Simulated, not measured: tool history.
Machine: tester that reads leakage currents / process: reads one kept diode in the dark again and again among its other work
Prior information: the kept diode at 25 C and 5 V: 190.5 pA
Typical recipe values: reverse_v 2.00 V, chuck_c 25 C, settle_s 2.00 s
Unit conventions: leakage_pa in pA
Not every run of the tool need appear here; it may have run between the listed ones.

run	hour	reverse_v	chuck_c	settle_s	leakage_pa
1	0.0	2.00	25	2.00	124.34
2	157.9	2.00	25	7.41	124.22
3	317.0	2.00	25	2.00	122.86
4	421.5	3.17	25	2.00	148.52
5	504.7	3.17	38	2.00	376.24
6	601.4	2.95	38	2.00	366.12
7	716.3	2.95	38	2.00	363.53
8	808.4	2.95	38	2.00	360.34
# hour 829.9: chuck's temperature calibrated
9	928.4	2.95	38	2.00	391.79
10	1045.2	2.95	38	2.00	392.25
11	1189.8	2.95	38	2.00	390.79
12	1363.0	2.95	38	2.00	386.31
13	1459.2	2.00	21	0.54	97.28
14	1567.7	3.37	20	0.46	111.94
15	1679.1	1.06	20	0.46	68.68
16	1840.9	1.06	49	3.37	523.02
17	2021.0	15.52	24	0.51	288.66
18	2112.7	15.52	24	0.51	288.98
19	2264.4	15.52	24	5.86	286.89
20	2443.8	15.52	24	5.86	285.10
21	2615.7	2.00	23	2.27	108.97
22	2776.0	19.13	32	2.27	543.48
23	2892.1	19.13	32	2.27	538.15
24	3025.5	19.13	32	2.27	538.06

Branching from run 24: 4 alternative next runs. What would each branch give?
A	3115.6	1.34	32	1.14	?
B	3115.6	9.13	32	2.27	?
C	3115.6	2.00	42	2.00	?
D	3115.6	14.94	49	6.31	?

run	leakage_pa
A	173.76
B	390.10
C	412.01
D	1485.91
With no hidden state in the tool, these same runs would have given:
run	leakage_pa
A	187.06
B	407.69
C	443.53
D	1579.00

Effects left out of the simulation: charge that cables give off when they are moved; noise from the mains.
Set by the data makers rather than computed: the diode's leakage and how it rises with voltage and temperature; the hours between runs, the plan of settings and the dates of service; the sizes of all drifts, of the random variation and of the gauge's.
